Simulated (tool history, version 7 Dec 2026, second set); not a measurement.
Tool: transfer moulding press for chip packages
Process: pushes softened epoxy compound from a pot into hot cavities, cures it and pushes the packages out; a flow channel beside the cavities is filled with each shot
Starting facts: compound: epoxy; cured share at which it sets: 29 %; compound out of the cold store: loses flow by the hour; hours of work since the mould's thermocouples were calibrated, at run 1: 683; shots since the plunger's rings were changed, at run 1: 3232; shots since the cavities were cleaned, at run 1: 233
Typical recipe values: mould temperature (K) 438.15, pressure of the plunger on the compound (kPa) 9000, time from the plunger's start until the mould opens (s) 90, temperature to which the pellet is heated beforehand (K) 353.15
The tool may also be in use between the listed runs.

run,day,mould temperature (K),pressure of the plunger on the compound (kPa),time from the plunger's start until the mould opens (s),temperature to which the pellet is heated beforehand (K),hours of work since the mould's thermocouples were calibrated,shots since the plunger's rings were changed,shots since the cavities were cleaned,incoming compound's hours out of the cold store,length that the compound runs in the flow channel (mm),greatest force on the pins that push the packages out (N)
1,0,438.15,9000,90,353.15,683,3232,233,21.4,694,446
2,1.442,438.15,9000,90,359.15,698,3518,519,16.7,720,533
3,2.975,438.15,9000,90,353.15,715,3822,823,17.1,710,569
# day 3.7: cavities cleaned with cleaning compound and waxed
4,4.95,438.15,9000,90,353.15,735,4201,248,36,620,454
5,6.946,438.15,9000,90,353.15,756,4597,644,24.4,669,543
# day 8.442: cavities cleaned with cleaning compound and waxed
6,8.617,438.15,9000,90,353.15,774,4917,35,40.3,594,366
7,10.888,438.15,9000,90,353.15,798,5367,485,40.4,595,493
8,13.062,438.15,9000,90,353.15,821,5798,916,20.3,686,599
# day 13.246: cavities cleaned with cleaning compound and waxed
9,14.558,438.15,9000,90,353.15,837,6082,260,23.5,661,465
# day 15.538: plunger's sealing rings changed
# day 16.608: mould's thermocouples calibrated
10,16.812,438.15,7860,90,353.15,2,237,671,26.4,643,524
# day 18.162: cavities cleaned with cleaning compound and waxed
11,18.162,438.15,9000,90,353.15,16,492,0,21.7,707,304
12,20.429,434.15,9000,90,353.15,40,942,450,33.7,659,558
13,22.504,434.15,9000,90,351.15,63,1353,861,38,641,602
# day 22.938: cavities cleaned with cleaning compound and waxed
14,24.879,434.15,9000,90,351.15,87,1812,385,24.4,702,542
15,26.312,445.15,9000,90,353.15,103,2096,669,42.9,580,462
# day 27.704: cavities cleaned with cleaning compound and waxed
16,28.171,445.15,9000,90,353.15,122,2453,93,47.5,558,336
17,30.529,445.15,9000,90,353.15,147,2920,560,20.5,676,472
# day 32.5: cavities cleaned with cleaning compound and waxed
18,32.704,437.15,7470,78,353.15,170,3339,40,41.3,548,407
19,34.117,442.15,7940,105,356.15,185,3620,321,22.9,624,428
20,35.429,435.15,10090,87,362.15,199,3880,581,41.7,634,546
21,36.533,432.15,7980,87,362.15,211,4099,800,27.5,637,703
# day 37.262: cavities cleaned with cleaning compound and waxed
22,38.508,442.15,7980,87,359.15,231,4478,247,9,687,408
23,40.796,438.15,9000,90,349.15,256,4932,701,27.4,650,508
# day 42.004: cavities cleaned with cleaning compound and waxed
24,42.758,443.15,6860,85,356.15,276,5309,149,28.1,544,364
25,43.95,438.15,9750,90,353.15,289,5546,386,40.5,611,467
26,45.825,438.15,9750,90,353.15,309,5917,757,18.4,706,534
# day 46.846: cavities cleaned with cleaning compound and waxed
# day 47.792: plunger's sealing rings changed
27,48.367,438.15,9720,90,348.15,335,113,281,15.2,786,479
28,50.025,437.15,7580,90,360.15,353,443,611,11.2,707,536

Branching from run 28: 4 alternative next runs. What would each branch give?
A,51.525,431.15,7580,90,360.15,369,740,908,37.2,?,?
B,51.525,438.15,9000,90,346.15,369,740,908,36.8,?,?
C,51.525,438.15,9900,126,361.15,369,740,908,48,?,?
D,51.525,430.15,10180,96,353.15,369,740,908,16.9,?,?

run,length that the compound runs in the flow channel (mm),greatest force on the pins that push the packages out (N)
A,605,724
B,635,552
C,618,492
D,821,732
Had the tool no hidden state, the same runs would have come out as:
run,length that the compound runs in the flow channel (mm),greatest force on the pins that push the packages out (N)
A,612,412
B,642,317
C,625,283
D,830,411
